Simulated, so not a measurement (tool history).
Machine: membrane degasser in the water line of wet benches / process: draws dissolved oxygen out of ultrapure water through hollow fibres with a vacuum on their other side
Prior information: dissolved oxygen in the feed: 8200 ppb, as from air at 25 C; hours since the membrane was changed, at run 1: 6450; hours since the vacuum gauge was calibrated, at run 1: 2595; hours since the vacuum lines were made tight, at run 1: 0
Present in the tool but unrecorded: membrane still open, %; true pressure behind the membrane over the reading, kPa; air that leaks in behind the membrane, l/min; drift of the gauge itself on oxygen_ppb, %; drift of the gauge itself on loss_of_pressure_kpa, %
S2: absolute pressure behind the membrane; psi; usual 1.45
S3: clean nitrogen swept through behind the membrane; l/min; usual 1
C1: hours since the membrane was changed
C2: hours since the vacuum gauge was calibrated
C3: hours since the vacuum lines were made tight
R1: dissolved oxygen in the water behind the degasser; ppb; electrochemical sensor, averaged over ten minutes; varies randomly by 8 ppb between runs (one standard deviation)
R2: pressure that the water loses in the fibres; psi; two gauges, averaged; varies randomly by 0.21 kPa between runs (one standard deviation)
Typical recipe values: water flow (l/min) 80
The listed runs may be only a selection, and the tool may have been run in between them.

run 1 hour=0 | water_flow_(l/min)=80 S2=1.45 S3=1 | C1=6450 C2=2595 C3=0 | R1=997.5 R2=7.349
run 2 hour=107 | water_flow_(l/min)=80 S2=1.45 S3=1 | C1=6557 C2=2702 C3=107 | R1=991.4 R2=7.326
run 3 hour=288.7 | water_flow_(l/min)=80 S2=1.45 S3=1 | C1=6739 C2=2883 C3=289 | R1=996.5 R2=7.317
run 4 hour=451.8 | water_flow_(l/min)=80 S2=1.45 S3=1 | C1=6902 C2=3046 C3=452 | R1=1000.5 R2=7.236
run 5 hour=587.1 | water_flow_(l/min)=56 S2=1.45 S3=1 | C1=7037 C2=3182 C3=587 | R1=725.2 R2=5.207
run 6 hour=799.9 | water_flow_(l/min)=56 S2=1.45 S3=1 | C1=7250 C2=3395 C3=800 | R1=738.4 R2=5.121
run 7 hour=979.7 | water_flow_(l/min)=93 S2=1.45 S3=1 | C1=7430 C2=3574 C3=980 | R1=1121.8 R2=8.53
run 8 hour=1106.7 | water_flow_(l/min)=93 S2=1.45 S3=1 | C1=7557 C2=3701 C3=1107 | R1=1145.7 R2=8.576
run 9 hour=1242 | water_flow_(l/min)=93 S2=1.45 S3=1 | C1=7692 C2=3837 C3=1242 | R1=1136.3 R2=8.534
run 10 hour=1453.9 | water_flow_(l/min)=93 S2=1.45 S3=1 | C1=7904 C2=4049 C3=1454 | R1=1122.8 R2=8.593
run 11 hour=1559.1 | water_flow_(l/min)=80 S2=1.45 S3=1.73 | C1=8009 C2=4154 C3=1559 | R1=739.6 R2=7.358
run 12 hour=1659.1 | water_flow_(l/min)=65 S2=1.45 S3=1 | C1=8109 C2=4254 C3=1659 | R1=826.3 R2=5.997
run 13 hour=1814 | water_flow_(l/min)=80 S2=1.45 S3=1 | C1=8264 C2=4409 C3=1814 | R1=992.1 R2=7.307
run 14 hour=1914.7 | water_flow_(l/min)=80 S2=1.45 S3=1 | C1=8365 C2=4509 C3=1915 | R1=988.3 R2=7.406
run 15 hour=2026.2 | water_flow_(l/min)=80 S2=0.99 S3=0.54 | C1=8476 C2=4621 C3=2026 | R1=821.1 R2=7.364
run 16 hour=2191.6 | water_flow_(l/min)=92 S2=0.99 S3=0.5 | C1=8641 C2=4786 C3=2192 | R1=951.3 R2=8.432
run 17 hour=2393.2 | water_flow_(l/min)=125 S2=2.03 S3=1.36 | C1=8843 C2=4988 C3=2393 | R1=1704.4 R2=11.474
run 18 hour=2583.8 | water_flow_(l/min)=57 S2=2.61 S3=1.36 | C1=9034 C2=5178 C3=2584 | R1=1154.4 R2=5.22
-- hour=2677.7 vacuum gauge calibrated
run 19 hour=2776.2 | water_flow_(l/min)=113 S2=1.45 S3=0.76 | C1=9226 C2=99 C3=2776 | R1=1468 R2=10.364
run 20 hour=2996.4 | water_flow_(l/min)=99 S2=0.88 S3=1 | C1=9446 C2=319 C3=2996 | R1=688.3 R2=9.136
run 21 hour=3100.8 | water_flow_(l/min)=80 S2=2.58 S3=1 | C1=9550 C2=423 C3=3100 | R1=1781.6 R2=7.294
run 22 hour=3290.3 | water_flow_(l/min)=109 S2=1.45 S3=2.35 | C1=9740 C2=613 C3=3290 | R1=899.6 R2=10.021
run 23 hour=3441.5 | water_flow_(l/min)=85 S2=0.94 S3=1.37 | C1=9891 C2=764 C3=3441 | R1=549.2 R2=7.783
run 24 hour=3585.4 | water_flow_(l/min)=85 S2=0.94 S3=1.37 | C1=10035 C2=908 C3=3585 | R1=553.5 R2=7.765
run 25 hour=3783.2 | water_flow_(l/min)=85 S2=0.94 S3=1.37 | C1=10233 C2=1106 C3=3783 | R1=546.3 R2=7.799
run 26 hour=3933.2 | water_flow_(l/min)=85 S2=0.94 S3=1.37 | C1=10383 C2=1255 C3=3933 | R1=550.8 R2=7.854
run 27 hour=4122.9 | water_flow_(l/min)=90 S2=1.45 S3=1 | C1=10572 C2=1445 C3=4122 | R1=1103.3 R2=8.266

Take each entry between the runs: how does the hidden state at the last listed run before it differ from the hidden state at the first listed run after it?
After run 18, before run 19: vacuum gauge calibrated (hour 2677.7)
  no difference in the tool's unlogged condition between these two runs
